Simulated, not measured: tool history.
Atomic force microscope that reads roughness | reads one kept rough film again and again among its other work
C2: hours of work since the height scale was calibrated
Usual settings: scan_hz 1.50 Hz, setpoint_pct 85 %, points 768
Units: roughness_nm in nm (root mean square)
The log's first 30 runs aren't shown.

run 31 hour=958.7 | scan_hz=1.36 setpoint_pct=62 points=505 | pictures_with_this_tip=106 C2=1496 | roughness_nm=1.804
-- hour=998.1 new tip fitted
run 32 hour=1008.5 | scan_hz=0.58 setpoint_pct=86 points=539 | pictures_with_this_tip=10 C2=1523 | roughness_nm=1.763
run 33 hour=1042.2 | scan_hz=3.01 setpoint_pct=56 points=539 | pictures_with_this_tip=42 C2=1541 | roughness_nm=1.784
run 34 hour=1064.2 | scan_hz=3.87 setpoint_pct=85 points=768 | pictures_with_this_tip=62 C2=1554 | roughness_nm=1.422
run 35 hour=1103.5 | scan_hz=2.08 setpoint_pct=76 points=768 | pictures_with_this_tip=99 C2=1575 | roughness_nm=1.681
run 36 hour=1146.5 | scan_hz=0.85 setpoint_pct=73 points=768 | pictures_with_this_tip=140 C2=1599 | roughness_nm=1.799
-- hour=1150.8 new tip fitted
run 37 hour=1191.9 | scan_hz=0.97 setpoint_pct=61 points=398 | pictures_with_this_tip=39 C2=1623 | roughness_nm=1.835
run 38 hour=1212.9 | scan_hz=2.71 setpoint_pct=67 points=760 | pictures_with_this_tip=58 C2=1635 | roughness_nm=1.725
run 39 hour=1241.3 | scan_hz=2.70 setpoint_pct=87 points=768 | pictures_with_this_tip=85 C2=1651 | roughness_nm=1.506
run 40 hour=1264.1 | scan_hz=2.37 setpoint_pct=60 points=389 | pictures_with_this_tip=107 C2=1663 | roughness_nm=1.774

Run 41 comes next. What will it give?
run 41 hour=1285.3 | scan_hz=2.37 setpoint_pct=60 points=389 | pictures_with_this_tip=126 C2=1675 | roughness_nm=?

roughness_nm: 1.766 nm (root mean square)
Without the tool's hidden state the same run would have given roughness_nm 1.773 nm (root mean square).
